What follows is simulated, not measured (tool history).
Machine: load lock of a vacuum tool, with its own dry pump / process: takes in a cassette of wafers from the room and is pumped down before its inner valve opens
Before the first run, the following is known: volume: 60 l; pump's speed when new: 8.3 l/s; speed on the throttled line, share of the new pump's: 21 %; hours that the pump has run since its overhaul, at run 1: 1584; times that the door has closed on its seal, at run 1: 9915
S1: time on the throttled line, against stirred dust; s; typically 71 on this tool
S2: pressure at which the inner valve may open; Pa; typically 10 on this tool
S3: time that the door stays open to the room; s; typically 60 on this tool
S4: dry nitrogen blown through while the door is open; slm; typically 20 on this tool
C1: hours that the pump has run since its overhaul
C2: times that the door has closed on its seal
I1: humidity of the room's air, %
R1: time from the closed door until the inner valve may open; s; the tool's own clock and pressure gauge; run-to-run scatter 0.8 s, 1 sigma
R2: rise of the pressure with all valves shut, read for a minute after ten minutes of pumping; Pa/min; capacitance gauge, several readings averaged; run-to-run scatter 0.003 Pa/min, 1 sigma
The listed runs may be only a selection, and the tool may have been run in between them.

run 1 day=0.000 | S1=71 S2=10 S3=60 S4=20 | C1=1584 C2=9915 | I1=47.5 | R1=124.2 R2=0.199
run 2 day=10.400 | S1=71 S2=10 S3=60 S4=20 | C1=1834 C2=10274 | I1=45.8 | R1=125.3 R2=0.201
run 3 day=17.150 | S1=71 S2=10 S3=73 S4=20 | C1=1996 C2=10507 | I1=41.0 | R1=127.2 R2=0.200
run 4 day=26.733 | S1=71 S2=10 S3=73 S4=20 | C1=2226 C2=10838 | I1=46.2 | R1=126.2 R2=0.218
run 5 day=35.438 | S1=71 S2=10 S3=73 S4=20 | C1=2435 C2=11139 | I1=48.0 | R1=126.5 R2=0.222
run 6 day=41.975 | S1=71 S2=10 S3=73 S4=20 | C1=2592 C2=11365 | I1=44.5 | R1=125.9 R2=0.222
run 7 day=52.154 | S1=71 S2=10 S3=60 S4=39 | C1=2836 C2=11717 | I1=44.3 | R1=126.2 R2=0.220
run 8 day=59.588 | S1=71 S2=10 S3=60 S4=20 | C1=3015 C2=11974 | I1=46.4 | R1=127.5 R2=0.240
run 9 day=64.962 | S1=71 S2=10 S3=60 S4=20 | C1=3144 C2=12160 | I1=45.6 | R1=127.3 R2=0.246
run 10 day=76.533 | S1=71 S2=10 S3=60 S4=20 | C1=3421 C2=12559 | I1=41.6 | R1=127.5 R2=0.250
run 11 day=83.062 | S1=71 S2=10 S3=60 S4=20 | C1=3578 C2=12785 | I1=48.3 | R1=126.1 R2=0.263
run 12 day=89.921 | S1=62 S2=10 S3=60 S4=20 | C1=3743 C2=13022 | I1=41.1 | R1=118.0 R2=0.259
run 13 day=100.179 | S1=71 S2=10 S3=60 S4=20 | C1=3989 C2=13376 | I1=45.9 | R1=128.4 R2=0.269
run 14 day=111.658 | S1=71 S2=10 S3=60 S4=12 | C1=4264 C2=13773 | I1=44.8 | R1=128.6 R2=0.289
run 15 day=117.354 | S1=71 S2=10 S3=60 S4=12 | C1=4401 C2=13970 | I1=44.4 | R1=126.6 R2=0.287
run 16 day=126.046 | S1=71 S2=10 S3=186 S4=12 | C1=4610 C2=14270 | I1=41.7 | R1=127.8 R2=0.309
run 17 day=132.571 | S1=71 S2=10 S3=186 S4=12 | C1=4766 C2=14496 | I1=43.8 | R1=128.7 R2=0.326
run 18 day=142.100 | S1=50 S2=9 S3=60 S4=20 | C1=4995 C2=14825 | I1=46.1 | R1=111.8 R2=0.309
run 19 day=152.629 | S1=43 S2=10 S3=60 S4=5 | C1=5248 C2=15189 | I1=46.3 | R1=107.0 R2=0.333
run 20 day=163.517 | S1=140 S2=12 S3=60 S4=5 | C1=5509 C2=15565 | I1=44.7 | R1=180.8 R2=0.342
run 21 day=169.033 | S1=74 S2=10 S3=60 S4=32 | C1=5641 C2=15756 | I1=43.2 | R1=131.3 R2=0.327

What will run 22 give?
run 22 day=177.317 | S1=124 S2=10 S3=105 S4=41 | C1=5840 C2=16042 | I1=43.6 | R1=? R2=?

R1: 169.5 s
R2: 0.336 Pa/min
On a tool with no hidden condition, and with the same random variation, this run would have come out at R1 166.1 s, R2 0.026 Pa/min.

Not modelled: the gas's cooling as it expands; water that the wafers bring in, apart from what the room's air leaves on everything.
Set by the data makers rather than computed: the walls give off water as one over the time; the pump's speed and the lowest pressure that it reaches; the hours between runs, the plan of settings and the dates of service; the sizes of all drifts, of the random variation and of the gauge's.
